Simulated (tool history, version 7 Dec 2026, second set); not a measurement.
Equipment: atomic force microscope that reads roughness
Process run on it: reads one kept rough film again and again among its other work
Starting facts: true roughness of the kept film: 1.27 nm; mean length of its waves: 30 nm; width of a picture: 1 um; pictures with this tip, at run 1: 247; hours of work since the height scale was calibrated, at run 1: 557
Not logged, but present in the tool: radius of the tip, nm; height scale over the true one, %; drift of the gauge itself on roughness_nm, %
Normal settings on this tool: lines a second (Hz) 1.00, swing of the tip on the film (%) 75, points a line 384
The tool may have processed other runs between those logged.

run,hour,lines a second (Hz),swing of the tip on the film (%),points a line,pictures with this tip,hours of work since the height scale was calibrated,roughness of the kept film (nm (root mean square))
1,0.0,1.00,75,384,247,557,1.089
# hour 6.9: new tip fitted
2,10.6,1.00,75,384,7,565,1.191
3,18.9,1.00,75,384,21,571,1.181
4,34.6,1.00,75,384,48,583,1.175
5,50.5,1.00,75,384,76,595,1.170
6,60.9,1.00,75,384,94,603,1.159
7,75.8,1.00,75,384,120,615,1.131
8,85.8,1.00,75,384,138,622,1.134
9,100.7,0.82,75,384,164,634,1.130
10,116.6,0.82,75,384,191,646,1.111
11,132.8,0.82,75,384,220,658,1.110
12,146.2,0.82,75,384,243,669,1.098
# hour 156.4: new tip fitted
13,160.3,0.82,75,384,7,679,1.196
14,172.1,1.50,75,716,27,688,1.174
15,189.7,1.50,75,716,58,702,1.163
16,206.3,1.78,57,716,87,714,1.172
17,218.6,0.50,64,259,108,724,1.159

Alternative continuations, all from the tool just after run 17; predict every row:
A,231.2,1.15,60,660,130,734,?
B,231.2,0.50,64,506,130,734,?
C,231.2,0.91,76,968,130,734,?
D,231.2,0.69,87,579,130,734,?
E,231.2,1.00,75,327,130,734,?

run,roughness of the kept film (nm (root mean square))
A,1.160
B,1.152
C,1.147
D,1.144
E,1.144
What these runs would have given with no unlogged condition in the tool:
run,roughness of the kept film (nm (root mean square))
A,1.227
B,1.219
C,1.213
D,1.210
E,1.210

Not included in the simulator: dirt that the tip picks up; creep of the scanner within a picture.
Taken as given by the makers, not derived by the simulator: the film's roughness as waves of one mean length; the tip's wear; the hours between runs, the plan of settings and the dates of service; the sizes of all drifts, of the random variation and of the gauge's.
